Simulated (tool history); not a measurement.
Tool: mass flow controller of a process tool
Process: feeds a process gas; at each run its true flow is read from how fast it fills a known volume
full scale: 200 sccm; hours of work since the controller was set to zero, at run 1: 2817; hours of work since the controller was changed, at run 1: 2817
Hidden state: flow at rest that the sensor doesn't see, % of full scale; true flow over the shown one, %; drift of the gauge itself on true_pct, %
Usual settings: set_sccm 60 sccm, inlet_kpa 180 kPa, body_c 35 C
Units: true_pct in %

run    hour  set_sccm  inlet_kpa  body_c  hours of work since the controller was set to zero  hours of work since the controller was changed  true_pct
  1     0.0        60        180      35                                                2817                                            2817     97.90
  2   302.1        60        180      35                                                2943                                            2943     97.92
  3   651.5        60        180      35                                                3089                                            3089     97.97
  4   908.2        35        180      35                                                3197                                            3197     96.26
  5  1239.3        35        180      35                                                3335                                            3335     96.32
  6  1529.9        60        180      38                                                3456                                            3456     97.64
  7  1767.4        60        180      38                                                3555                                            3555     97.44
  8  1979.9        60        180      35                                                3644                                            3644     97.84
  9  2246.6        60        180      35                                                3755                                            3755     97.78
 10  2425.4        60        180      35                                                3830                                            3830     97.73
 11  2725.9        60        180      25                                                3955                                            3955     98.50
 12  3051.1        60        180      25                                                4091                                            4091     98.52
 13  3201.0        60        180      29                                                4154                                            4154     98.21
 14  3382.5        60        180      29                                                4229                                            4229     98.05
 15  3750.8        60        180      29                                                4383                                            4383     98.12
 16  4062.6        60        180      39                                                4513                                            4513     97.25
 17  4268.2        60        180      39                                                4599                                            4599     97.23
 18  4636.7        60        180      36                                                4753                                            4753     97.54
 19  4808.2        60        180      35                                                4825                                            4825     97.53
 20  5143.2        60        180      35                                                4964                                            4964     97.67
 21  5342.7        26        249      21                                                5048                                            5048     94.79
 22  5631.5       146        180      27                                                5168                                            5168    100.39
 23  5842.7       110        185      40                                                5256                                            5256     98.77
 24  6182.1        25        216      35                                                5398                                            5398     92.81
 25  6504.8        42        240      34                                                5533                                            5533     96.21
 26  6829.5        42        264      27                                                5668                                            5668     96.77
 27  7130.3        60        180      25                                                5794                                            5794     98.31
 28  7331.4        79        180      23                                                5878                                            5878     99.23
 29  7594.8        71        180      21                                                5988                                            5988     99.20
 30  7909.6        71        180      21                                                6119                                            6119     99.14
 31  8114.6       124        220      22                                                6205                                            6205    100.57
 32  8320.2        60        197      21                                                6291                                            6291     98.52
 33  8495.8        60        202      20                                                6364                                            6364     98.56
 34  8704.0        60        202      27                                                6451                                            6451     98.08
 35  9014.2        60        180      24                                                6580                                            6580     98.07
 36  9331.3        60        144      26                                                6713                                            6713     98.07
 37  9626.3       117        258      24                                                6836                                            6836    100.45

The same runs without the tool's hidden state, with the same run-to-run variation:
run  true_pct
  1     98.44
  2     98.48
  3     98.57
  4     98.23
  5     98.38
  6     98.29
  7     98.11
  8     98.51
  9     98.47
 10     98.43
 11     99.22
 12     99.28
 13     98.97
 14     98.82
 15     98.92
 16     98.06
 17     98.05
 18     98.39
 19     98.39
 20     98.55
 21     99.54
 22     99.53
 23     98.30
 24     98.13
 25     98.54
 26     99.15
 27     99.30
 28     99.42
 29     99.69
 30     99.65
 31     99.79
 32     99.61
 33     99.67
 34     99.21
 35     99.23
 36     99.26
 37     99.72
